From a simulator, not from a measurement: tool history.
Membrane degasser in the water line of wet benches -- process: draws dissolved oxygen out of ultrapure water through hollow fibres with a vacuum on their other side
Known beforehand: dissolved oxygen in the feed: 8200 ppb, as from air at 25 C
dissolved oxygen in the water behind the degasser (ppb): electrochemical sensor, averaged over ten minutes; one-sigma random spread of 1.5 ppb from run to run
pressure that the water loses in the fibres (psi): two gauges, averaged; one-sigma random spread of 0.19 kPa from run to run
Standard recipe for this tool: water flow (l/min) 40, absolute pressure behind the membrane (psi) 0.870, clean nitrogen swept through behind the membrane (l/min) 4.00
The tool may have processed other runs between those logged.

run	hour	water flow (l/min)	absolute pressure behind the membrane (psi)	clean nitrogen swept through behind the membrane (l/min)	dissolved oxygen in the water behind the degasser (ppb)	pressure that the water loses in the fibres (psi)
1	0.0	40	0.870	4.00	145.6	5.390
2	257.1	40	0.870	4.00	146.0	5.385
3	377.3	40	0.609	4.00	103.1	5.350
4	663.1	40	0.870	7.58	117.2	5.353
5	806.8	40	0.870	7.58	115.1	5.400
# hour 961.9: vacuum gauge calibrated
6	1005.8	40	0.870	4.00	142.1	5.314
7	1227.7	55	0.870	4.00	234.4	7.366
8	1398.1	55	0.870	4.00	228.9	7.401
9	1559.7	40	0.870	4.00	147.7	5.333
10	1792.0	40	0.870	4.00	144.8	5.321
11	1945.5	40	0.870	4.00	145.9	5.334
12	2228.7	40	0.870	4.00	145.3	5.345
13	2394.3	38	0.870	4.00	135.8	5.082
14	2525.4	40	0.870	4.00	146.6	5.326
15	2792.6	40	0.902	4.00	150.8	5.313
16	3038.1	39	0.870	4.00	142.9	5.200
17	3292.1	39	0.870	4.00	140.9	5.200
18	3463.8	39	0.870	4.00	139.8	5.195
19	3698.1	36	0.870	4.92	112.4	4.786
20	3827.0	36	0.870	4.92	116.3	4.785
21	3999.9	49	1.271	6.86	211.9	6.482
22	4185.9	49	1.271	6.86	213.1	6.537
23	4467.3	37	0.585	6.86	80.5	4.912
24	4745.5	26	0.672	7.34	45.0	3.458
25	5009.4	36	1.205	7.34	124.9	4.762
26	5182.3	36	1.205	7.34	125.9	4.749
27	5302.8	26	0.870	7.71	55.7	3.482
# hour 5533.9: seals of the vacuum lines changed
28	5547.0	61	1.178	9.19	248.6	8.079
29	5754.7	61	1.755	11.85	275.5	8.093
30	5871.2	62	2.002	11.85	302.7	8.184
31	6113.6	62	2.002	11.85	306.6	8.170
32	6297.3	33	0.967	4.00	123.9	4.360

4 options for the next run, each taken on its own from the tool as it stands now. Forecast them:
A	6471.4	49	2.176	3.02	?	?
B	6471.4	62	1.343	1.66	?	?
C	6471.4	29	1.054	4.00	?	?
D	6471.4	29	0.967	6.33	?	?

run	dissolved oxygen in the water behind the degasser (ppb)	pressure that the water loses in the fibres (psi)
A	522.0	6.457
B	614.4	8.134
C	109.9	3.828
D	79.0	3.814
Had the tool no hidden state, the same runs would have come out as:
run	dissolved oxygen in the water behind the degasser (ppb)	pressure that the water loses in the fibres (psi)
A	521.7	6.606
B	613.8	8.321
C	109.7	3.915
D	78.8	3.903

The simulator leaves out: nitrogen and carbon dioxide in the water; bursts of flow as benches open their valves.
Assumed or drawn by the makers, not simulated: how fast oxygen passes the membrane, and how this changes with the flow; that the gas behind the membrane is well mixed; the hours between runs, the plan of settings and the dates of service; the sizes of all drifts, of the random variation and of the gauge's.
